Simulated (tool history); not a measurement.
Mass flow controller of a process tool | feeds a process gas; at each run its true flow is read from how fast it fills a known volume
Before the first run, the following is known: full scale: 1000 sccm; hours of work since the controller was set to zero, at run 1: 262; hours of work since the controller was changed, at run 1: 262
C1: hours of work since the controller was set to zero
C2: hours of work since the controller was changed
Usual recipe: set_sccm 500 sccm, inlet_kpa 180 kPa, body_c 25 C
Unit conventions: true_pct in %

run 1 day=0.000 | set_sccm=500 inlet_kpa=180 body_c=25 | C1=262 C2=262 | true_pct=99.57
run 2 day=2.454 | set_sccm=516 inlet_kpa=180 body_c=25 | C1=299 C2=299 | true_pct=99.72
run 3 day=5.692 | set_sccm=516 inlet_kpa=180 body_c=25 | C1=348 C2=348 | true_pct=99.90
run 4 day=8.400 | set_sccm=516 inlet_kpa=180 body_c=25 | C1=389 C2=389 | true_pct=99.99
run 5 day=11.667 | set_sccm=500 inlet_kpa=214 body_c=25 | C1=439 C2=439 | true_pct=100.25
run 6 day=15.221 | set_sccm=500 inlet_kpa=214 body_c=25 | C1=493 C2=493 | true_pct=100.42
run 7 day=17.554 | set_sccm=500 inlet_kpa=214 body_c=25 | C1=528 C2=528 | true_pct=100.45
run 8 day=20.204 | set_sccm=500 inlet_kpa=214 body_c=25 | C1=568 C2=568 | true_pct=100.65
run 9 day=21.946 | set_sccm=500 inlet_kpa=180 body_c=25 | C1=595 C2=595 | true_pct=100.37
run 10 day=25.671 | set_sccm=500 inlet_kpa=180 body_c=25 | C1=651 C2=651 | true_pct=100.43
run 11 day=28.288 | set_sccm=996 inlet_kpa=180 body_c=25 | C1=691 C2=691 | true_pct=101.06
run 12 day=30.542 | set_sccm=996 inlet_kpa=180 body_c=25 | C1=725 C2=725 | true_pct=100.92
run 13 day=32.233 | set_sccm=996 inlet_kpa=180 body_c=25 | C1=750 C2=750 | true_pct=101.14
run 14 day=34.775 | set_sccm=500 inlet_kpa=164 body_c=21 | C1=789 C2=789 | true_pct=100.93
run 15 day=38.638 | set_sccm=500 inlet_kpa=164 body_c=21 | C1=847 C2=847 | true_pct=101.38
run 16 day=40.821 | set_sccm=500 inlet_kpa=164 body_c=21 | C1=880 C2=880 | true_pct=101.12
run 17 day=44.333 | set_sccm=500 inlet_kpa=164 body_c=21 | C1=934 C2=934 | true_pct=101.17

What does the tool deliver on the next run?
run 18 day=46.542 | set_sccm=500 inlet_kpa=164 body_c=21 | C1=967 C2=967 | true_pct=?

{"run 18": {"true_pct": 101.48}}
On a tool with no hidden condition, and with the same random variation, this run would have come out at true_pct 99.77 %.
